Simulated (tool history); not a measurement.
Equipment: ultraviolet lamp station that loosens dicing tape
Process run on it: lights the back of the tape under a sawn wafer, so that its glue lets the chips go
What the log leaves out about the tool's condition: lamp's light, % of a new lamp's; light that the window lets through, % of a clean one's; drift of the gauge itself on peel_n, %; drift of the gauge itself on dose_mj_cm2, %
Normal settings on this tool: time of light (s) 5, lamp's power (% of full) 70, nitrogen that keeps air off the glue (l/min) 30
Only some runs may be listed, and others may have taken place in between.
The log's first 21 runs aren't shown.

run,hour,time of light (s),lamp's power (% of full),nitrogen that keeps air off the glue (l/min),hours of work of the lamp,hours of work since the window was cleaned,force that peels the tape off (N),light that reached the tape (mJ/cm²)
22,362.8,5,75,30,400,48,1.129,174
23,383.0,5,75,30,410,59,1.148,176
24,397.5,8,75,29,418,66,0.481,277
25,413.6,8,75,29,426,75,0.489,276
26,439.0,8,75,29,440,88,0.490,272
27,451.4,8,75,29,446,94,0.522,275
28,471.9,8,75,29,457,105,0.514,275
29,483.0,8,75,29,463,111,0.529,274
30,507.2,8,75,29,475,123,0.547,272
31,518.3,5,70,17,481,129,1.851,158
32,538.8,5,70,12,492,140,2.209,153
33,555.9,5,68,30,501,149,1.442,146
34,567.3,2,70,13,507,155,4.243,59
35,589.3,5,93,41,518,166,0.716,203
36,600.1,2,61,44,524,172,3.518,51
37,622.8,7,77,19,536,184,0.934,232
38,647.9,7,70,42,549,197,0.660,209
39,669.3,5,70,11,560,208,2.397,145
40,690.5,5,86,10,571,219,1.993,180
# hour 700.1: window cleaned of glue's vapour
41,708.4,3,70,26,580,4,2.624,94

Alternative continuations, all from the tool just after run 41; predict every row:
A,728.5,8,70,30,591,15,?,?
B,728.5,3,70,21,591,15,?,?
C,728.5,2,83,31,591,15,?,?
D,728.5,5,73,49,591,15,?,?

run,force that peels the tape off (N),light that reached the tape (mJ/cm²)
A,0.586,248
B,2.844,95
C,2.875,72
D,0.927,163
The same runs, with their run-to-run variation unchanged, on a tool lacking any hidden condition would have given:
run,force that peels the tape off (N),light that reached the tape (mJ/cm²)
A,0.416,295
B,2.435,113
C,2.488,86
D,0.677,193
